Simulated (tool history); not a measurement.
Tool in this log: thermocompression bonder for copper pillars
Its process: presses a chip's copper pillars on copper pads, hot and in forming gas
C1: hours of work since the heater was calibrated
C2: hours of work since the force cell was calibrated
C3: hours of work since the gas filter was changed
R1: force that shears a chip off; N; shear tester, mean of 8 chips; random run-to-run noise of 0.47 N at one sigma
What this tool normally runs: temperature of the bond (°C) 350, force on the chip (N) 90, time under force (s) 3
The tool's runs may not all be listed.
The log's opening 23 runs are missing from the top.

run 24 hour=482.2 | temperature_of_the_bond_(°C)=334 force_on_the_chip_(N)=101 time_under_force_(s)=5 | C1=789 C2=673 C3=313 | R1=108.4
run 25 hour=498 | temperature_of_the_bond_(°C)=350 force_on_the_chip_(N)=87 time_under_force_(s)=4 | C1=797 C2=681 C3=321 | R1=111.7
run 26 hour=515.9 | temperature_of_the_bond_(°C)=350 force_on_the_chip_(N)=130 time_under_force_(s)=3 | C1=807 C2=691 C3=331 | R1=117.6
run 27 hour=526.7 | temperature_of_the_bond_(°C)=361 force_on_the_chip_(N)=124 time_under_force_(s)=3 | C1=813 C2=697 C3=337 | R1=122.8
run 28 hour=551.9 | temperature_of_the_bond_(°C)=368 force_on_the_chip_(N)=116 time_under_force_(s)=2 | C1=826 C2=710 C3=350 | R1=117.4
-- hour=558.3 forming gas filter changed
run 29 hour=567.6 | temperature_of_the_bond_(°C)=358 force_on_the_chip_(N)=123 time_under_force_(s)=5 | C1=835 C2=718 C3=5 | R1=130.4
run 30 hour=593 | temperature_of_the_bond_(°C)=358 force_on_the_chip_(N)=123 time_under_force_(s)=5 | C1=848 C2=732 C3=19 | R1=131.3
-- hour=600.1 gauge calibrated
run 31 hour=605.4 | temperature_of_the_bond_(°C)=350 force_on_the_chip_(N)=71 time_under_force_(s)=3 | C1=855 C2=739 C3=25 | R1=98.5
run 32 hour=626.3 | temperature_of_the_bond_(°C)=374 force_on_the_chip_(N)=73 time_under_force_(s)=2 | C1=866 C2=750 C3=36 | R1=108.7
run 33 hour=638 | temperature_of_the_bond_(°C)=374 force_on_the_chip_(N)=99 time_under_force_(s)=2 | C1=872 C2=756 C3=43 | R1=118.3
run 34 hour=650.2 | temperature_of_the_bond_(°C)=330 force_on_the_chip_(N)=109 time_under_force_(s)=2 | C1=879 C2=763 C3=49 | R1=85
run 35 hour=672.8 | temperature_of_the_bond_(°C)=332 force_on_the_chip_(N)=94 time_under_force_(s)=5 | C1=891 C2=775 C3=61 | R1=105.1
run 36 hour=686 | temperature_of_the_bond_(°C)=332 force_on_the_chip_(N)=94 time_under_force_(s)=5 | C1=898 C2=782 C3=68 | R1=106.2
run 37 hour=707.9 | temperature_of_the_bond_(°C)=375 force_on_the_chip_(N)=90 time_under_force_(s)=3 | C1=910 C2=793 C3=80 | R1=124.9
run 38 hour=723.7 | temperature_of_the_bond_(°C)=350 force_on_the_chip_(N)=90 time_under_force_(s)=4 | C1=918 C2=802 C3=89 | R1=113.2
run 39 hour=738.8 | temperature_of_the_bond_(°C)=340 force_on_the_chip_(N)=90 time_under_force_(s)=2 | C1=926 C2=810 C3=97 | R1=86.2
run 40 hour=764.5 | temperature_of_the_bond_(°C)=345 force_on_the_chip_(N)=117 time_under_force_(s)=3 | C1=940 C2=824 C3=111 | R1=110.8

Forecast each of these 3 alternatives for the next run:
run A hour=784.7 | temperature_of_the_bond_(°C)=369 force_on_the_chip_(N)=62 time_under_force_(s)=4 | C1=951 C2=835 C3=121 | R1=?
run B hour=784.7 | temperature_of_the_bond_(°C)=329 force_on_the_chip_(N)=114 time_under_force_(s)=2 | C1=951 C2=835 C3=121 | R1=?
run C hour=784.7 | temperature_of_the_bond_(°C)=327 force_on_the_chip_(N)=127 time_under_force_(s)=3 | C1=951 C2=835 C3=121 | R1=?

run=A R1=114.7
run=B R1=84.5
run=C R1=97
With the hidden condition removed and each run's random variation left untouched, the same runs would have given:
run=A R1=116.4
run=B R1=85.6
run=C R1=98.3

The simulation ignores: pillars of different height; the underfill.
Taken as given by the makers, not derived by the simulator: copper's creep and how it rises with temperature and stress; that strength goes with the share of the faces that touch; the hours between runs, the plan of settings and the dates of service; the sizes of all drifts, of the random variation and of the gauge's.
